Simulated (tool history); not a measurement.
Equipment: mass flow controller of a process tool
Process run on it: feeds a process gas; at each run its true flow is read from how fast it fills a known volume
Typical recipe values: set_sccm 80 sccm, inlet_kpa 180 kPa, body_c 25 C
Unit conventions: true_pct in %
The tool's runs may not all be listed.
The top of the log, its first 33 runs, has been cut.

run	day	set_sccm	inlet_kpa	body_c	hours of work since the controller was set to zero	hours of work since the controller was changed	true_pct
34	234.579	47	180	37	3538	3538	99.95
35	241.883	19	246	28	3645	3645	100.16
36	246.483	83	204	23	3713	3713	101.16
37	253.208	83	204	23	3812	3812	101.28
38	260.812	83	204	23	3923	3923	101.30
39	270.217	83	204	23	4062	4062	101.53
40	275.062	95	258	25	4133	4133	101.21
41	283.588	35	151	39	4258	4258	100.46
# day 287.567: gauge calibrated
42	292.508	35	151	39	4389	4389	98.98
43	298.300	70	178	39	4474	4474	99.06
# day 302.021: controller's zero set anew
44	303.871	70	178	39	27	4555	99.15
45	313.304	16	202	22	166	4694	99.89
46	321.962	16	202	22	293	4821	100.01
47	326.196	60	217	29	355	4883	99.78
48	332.108	11	180	25	442	4970	99.95

Predict each of these 4 candidate next runs independently; none follows another, all start after run 48:
A	337.462	80	180	26	521	5049	?
B	337.462	51	163	30	521	5049	?
C	337.462	12	210	23	521	5049	?
D	337.462	80	186	25	521	5049	?

run	true_pct
A	100.43
B	100.10
C	99.94
D	100.48
The same runs, with their run-to-run variation unchanged, on a tool lacking any hidden condition would have given:
run	true_pct
A	99.88
B	99.56
C	99.40
D	99.94

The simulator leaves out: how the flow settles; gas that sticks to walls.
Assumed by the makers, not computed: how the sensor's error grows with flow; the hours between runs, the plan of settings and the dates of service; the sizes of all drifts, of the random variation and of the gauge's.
